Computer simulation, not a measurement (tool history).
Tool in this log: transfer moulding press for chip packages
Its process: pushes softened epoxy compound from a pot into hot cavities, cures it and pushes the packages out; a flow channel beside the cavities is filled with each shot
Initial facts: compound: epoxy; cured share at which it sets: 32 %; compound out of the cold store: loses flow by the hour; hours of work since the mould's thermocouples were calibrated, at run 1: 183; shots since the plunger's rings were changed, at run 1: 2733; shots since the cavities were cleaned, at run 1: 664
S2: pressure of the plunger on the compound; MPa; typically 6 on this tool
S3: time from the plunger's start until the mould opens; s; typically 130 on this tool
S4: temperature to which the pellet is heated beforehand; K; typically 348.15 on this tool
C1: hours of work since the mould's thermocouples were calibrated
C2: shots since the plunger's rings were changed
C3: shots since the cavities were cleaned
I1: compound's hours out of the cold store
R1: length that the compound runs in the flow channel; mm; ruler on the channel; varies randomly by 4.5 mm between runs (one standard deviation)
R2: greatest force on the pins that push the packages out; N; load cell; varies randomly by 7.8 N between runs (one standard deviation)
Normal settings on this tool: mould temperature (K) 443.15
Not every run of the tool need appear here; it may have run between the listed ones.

{"run": 1, "hour": 0.0, "mould temperature (K)": 443.15, "S2": 6, "S3": 130, "S4": 348.15, "C1": 183, "C2": 2733, "C3": 664, "I1": 40.4, "R1": 640, "R2": 463}
{"run": 2, "hour": 5.0, "mould temperature (K)": 443.15, "S2": 6, "S3": 130, "S4": 348.15, "C1": 186, "C2": 2778, "C3": 709, "I1": 34.7, "R1": 664, "R2": 477}
{"hour": 8.0, "done": "cavities cleaned with cleaning compound and waxed"}
{"run": 3, "hour": 13.4, "mould temperature (K)": 443.15, "S2": 7.33, "S3": 130, "S4": 348.15, "C1": 191, "C2": 2841, "C3": 49, "I1": 22, "R1": 788, "R2": 356}
{"run": 4, "hour": 18.7, "mould temperature (K)": 443.15, "S2": 7.33, "S3": 130, "S4": 348.15, "C1": 194, "C2": 2888, "C3": 96, "I1": 46.4, "R1": 699, "R2": 376}
{"run": 5, "hour": 26.5, "mould temperature (K)": 443.15, "S2": 7.33, "S3": 130, "S4": 348.15, "C1": 199, "C2": 2958, "C3": 166, "I1": 15.7, "R1": 810, "R2": 372}
{"run": 6, "hour": 32.8, "mould temperature (K)": 443.15, "S2": 6, "S3": 130, "S4": 348.15, "C1": 203, "C2": 3015, "C3": 223, "I1": 8.4, "R1": 755, "R2": 419}
{"run": 7, "hour": 40.7, "mould temperature (K)": 443.15, "S2": 6, "S3": 130, "S4": 348.15, "C1": 208, "C2": 3086, "C3": 294, "I1": 27.3, "R1": 693, "R2": 414}
{"run": 8, "hour": 45.4, "mould temperature (K)": 443.15, "S2": 6, "S3": 130, "S4": 348.15, "C1": 211, "C2": 3128, "C3": 336, "I1": 33.8, "R1": 665, "R2": 426}
{"run": 9, "hour": 53.5, "mould temperature (K)": 443.15, "S2": 4.84, "S3": 124, "S4": 353.15, "C1": 216, "C2": 3202, "C3": 410, "I1": 29.6, "R1": 612, "R2": 446}

Expected results for the next run?
{"run": 10, "hour": 60.0, "mould temperature (K)": 448.15, "S2": 6.73, "S3": 164, "S4": 351.15, "C1": 220, "C2": 3260, "C3": 468, "I1": 37.3, "R1": "?", "R2": "?"}

{"run 10": {"R1": 684, "R2": 415}}
Minus the tool's unlogged condition, the same run would have read R1 711 mm, R2 311 N.
